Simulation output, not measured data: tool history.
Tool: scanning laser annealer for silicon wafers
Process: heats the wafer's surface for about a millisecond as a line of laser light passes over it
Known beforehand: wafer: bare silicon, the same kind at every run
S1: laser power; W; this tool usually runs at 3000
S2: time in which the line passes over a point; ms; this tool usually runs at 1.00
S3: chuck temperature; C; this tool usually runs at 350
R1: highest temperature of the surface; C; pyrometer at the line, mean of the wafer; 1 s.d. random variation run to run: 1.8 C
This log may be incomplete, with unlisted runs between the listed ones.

run,hour,S1,S2,S3,R1
1,0.0,3000,1.00,350,1053
2,6.8,3000,1.06,350,1077
3,13.6,2669,1.06,350,1001
4,22.5,2669,1.06,350,1002
5,27.8,2669,1.06,350,1003
6,33.4,3000,0.80,350,967
7,41.2,3000,0.80,355,970
8,52.0,3000,0.80,355,969
9,57.0,3000,0.80,355,973
10,68.7,3000,0.80,352,965
11,78.6,3000,1.00,350,1068
12,88.4,3000,1.00,350,1071
13,95.9,3000,1.00,350,1071
14,103.9,3000,0.84,350,996
15,114.1,3000,0.84,350,996
16,124.2,3000,1.00,350,1067
17,130.2,3000,1.00,350,1066
18,136.8,3000,1.00,350,1070
19,148.3,3000,1.00,325,1039
20,159.3,3000,1.00,325,1039
21,166.3,2904,0.80,314,919
22,175.2,2622,0.93,318,922
23,183.6,3300,0.80,344,1027
24,190.9,3131,1.00,349,1091
25,199.3,3131,1.00,349,1090
26,210.1,2870,1.07,330,1040
27,215.3,2674,1.00,350,992
28,224.4,3010,1.00,327,1038
29,235.0,3175,0.83,339,1011
30,240.6,3000,0.73,383,975
31,250.5,3000,0.73,357,946
32,262.3,3000,0.73,336,923
33,269.1,2954,0.89,381,1034
34,276.2,2954,0.89,381,1031
35,283.7,2954,0.89,381,1036
36,290.0,2954,0.89,381,1032
37,298.6,2954,0.89,381,1032
38,309.2,2954,0.89,381,1032
39,316.5,2927,0.89,364,1011
40,325.9,2927,0.89,364,1009

Withheld: 1 entry from between the runs. Position of each, and hidden state at the listed run before versus the listed run after:
Between runs 10 and 11: window over the wafer cleaned (hour 74.6)
  light that passes the window, % of a clean one's: 96.85 -> 99.72; width of the line over the set one, %: 1.26 -> 1.27
  what was measured, less what the result would be without the hidden state, R1: -24 -> -9 C
